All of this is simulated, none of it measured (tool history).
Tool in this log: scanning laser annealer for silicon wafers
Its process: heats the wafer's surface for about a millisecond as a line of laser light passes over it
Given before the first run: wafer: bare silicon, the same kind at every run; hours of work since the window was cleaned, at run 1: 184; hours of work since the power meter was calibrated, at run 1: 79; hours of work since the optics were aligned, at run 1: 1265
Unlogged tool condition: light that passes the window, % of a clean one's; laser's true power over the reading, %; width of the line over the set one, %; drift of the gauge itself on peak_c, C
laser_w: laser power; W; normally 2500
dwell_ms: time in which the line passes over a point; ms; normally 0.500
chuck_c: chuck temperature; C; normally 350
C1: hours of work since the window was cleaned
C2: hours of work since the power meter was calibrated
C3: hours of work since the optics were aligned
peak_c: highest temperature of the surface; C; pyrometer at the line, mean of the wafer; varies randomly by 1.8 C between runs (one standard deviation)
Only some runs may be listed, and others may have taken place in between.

{"run": 1, "hour": 0.0, "laser_w": 2500, "dwell_ms": 0.5, "chuck_c": 350, "C1": 184, "C2": 79, "C3": 1265, "peak_c": 1049}
{"run": 2, "hour": 9.3, "laser_w": 2500, "dwell_ms": 0.5, "chuck_c": 350, "C1": 189, "C2": 84, "C3": 1270, "peak_c": 1047}
{"run": 3, "hour": 16.8, "laser_w": 2648, "dwell_ms": 0.5, "chuck_c": 350, "C1": 193, "C2": 88, "C3": 1274, "peak_c": 1087}
{"run": 4, "hour": 26.5, "laser_w": 2648, "dwell_ms": 0.5, "chuck_c": 350, "C1": 199, "C2": 94, "C3": 1279, "peak_c": 1084}
{"run": 5, "hour": 37.8, "laser_w": 2500, "dwell_ms": 0.5, "chuck_c": 350, "C1": 205, "C2": 100, "C3": 1286, "peak_c": 1044}
{"run": 6, "hour": 52.0, "laser_w": 2500, "dwell_ms": 0.5, "chuck_c": 350, "C1": 213, "C2": 108, "C3": 1294, "peak_c": 1044}
{"run": 7, "hour": 61.9, "laser_w": 2500, "dwell_ms": 0.5, "chuck_c": 348, "C1": 218, "C2": 114, "C3": 1299, "peak_c": 1041}
{"run": 8, "hour": 77.0, "laser_w": 2500, "dwell_ms": 0.5, "chuck_c": 350, "C1": 227, "C2": 122, "C3": 1307, "peak_c": 1043}
{"run": 9, "hour": 91.1, "laser_w": 2500, "dwell_ms": 0.5, "chuck_c": 350, "C1": 235, "C2": 130, "C3": 1315, "peak_c": 1044}
{"run": 10, "hour": 105.9, "laser_w": 2167, "dwell_ms": 0.5, "chuck_c": 350, "C1": 243, "C2": 138, "C3": 1324, "peak_c": 956}
{"run": 11, "hour": 120.3, "laser_w": 2167, "dwell_ms": 0.356, "chuck_c": 331, "C1": 251, "C2": 146, "C3": 1332, "peak_c": 844}
{"run": 12, "hour": 132.8, "laser_w": 2323, "dwell_ms": 0.426, "chuck_c": 338, "C1": 258, "C2": 153, "C3": 1339, "peak_c": 942}
{"run": 13, "hour": 145.7, "laser_w": 2416, "dwell_ms": 0.546, "chuck_c": 353, "C1": 265, "C2": 160, "C3": 1346, "peak_c": 1055}
{"run": 14, "hour": 158.9, "laser_w": 2576, "dwell_ms": 0.368, "chuck_c": 382, "C1": 272, "C2": 168, "C3": 1353, "peak_c": 998}
{"run": 15, "hour": 171.7, "laser_w": 2739, "dwell_ms": 0.451, "chuck_c": 355, "C1": 279, "C2": 175, "C3": 1360, "peak_c": 1073}
{"run": 16, "hour": 183.3, "laser_w": 2503, "dwell_ms": 0.433, "chuck_c": 355, "C1": 286, "C2": 181, "C3": 1367, "peak_c": 1006}
{"run": 17, "hour": 190.8, "laser_w": 2503, "dwell_ms": 0.433, "chuck_c": 355, "C1": 290, "C2": 185, "C3": 1371, "peak_c": 1001}
{"run": 18, "hour": 197.8, "laser_w": 2688, "dwell_ms": 0.514, "chuck_c": 350, "C1": 294, "C2": 189, "C3": 1375, "peak_c": 1104}
{"run": 19, "hour": 209.8, "laser_w": 2688, "dwell_ms": 0.355, "chuck_c": 335, "C1": 301, "C2": 196, "C3": 1381, "peak_c": 963}
{"run": 20, "hour": 219.3, "laser_w": 2443, "dwell_ms": 0.584, "chuck_c": 378, "C1": 306, "C2": 201, "C3": 1387, "peak_c": 1110}

Below are 4 alternative next runs, each starting from the tool's condition after run 20. Predict each:
{"run": "A", "hour": 232.7, "laser_w": 2175, "dwell_ms": 0.573, "chuck_c": 366, "C1": 313, "C2": 209, "C3": 1394, "peak_c": "?"}
{"run": "B", "hour": 232.7, "laser_w": 2584, "dwell_ms": 0.584, "chuck_c": 344, "C1": 313, "C2": 209, "C3": 1394, "peak_c": "?"}
{"run": "C", "hour": 232.7, "laser_w": 2443, "dwell_ms": 0.42, "chuck_c": 378, "C1": 313, "C2": 209, "C3": 1394, "peak_c": "?"}
{"run": "D", "hour": 232.7, "laser_w": 2278, "dwell_ms": 0.401, "chuck_c": 389, "C1": 313, "C2": 209, "C3": 1394, "peak_c": "?"}

run=A peak_c=1013
run=B peak_c=1116
run=C peak_c=1002
run=D peak_c=957
What these runs would have given with no unlogged condition in the tool:
run=A peak_c=1031
run=B peak_c=1137
run=C peak_c=1020
run=D peak_c=972

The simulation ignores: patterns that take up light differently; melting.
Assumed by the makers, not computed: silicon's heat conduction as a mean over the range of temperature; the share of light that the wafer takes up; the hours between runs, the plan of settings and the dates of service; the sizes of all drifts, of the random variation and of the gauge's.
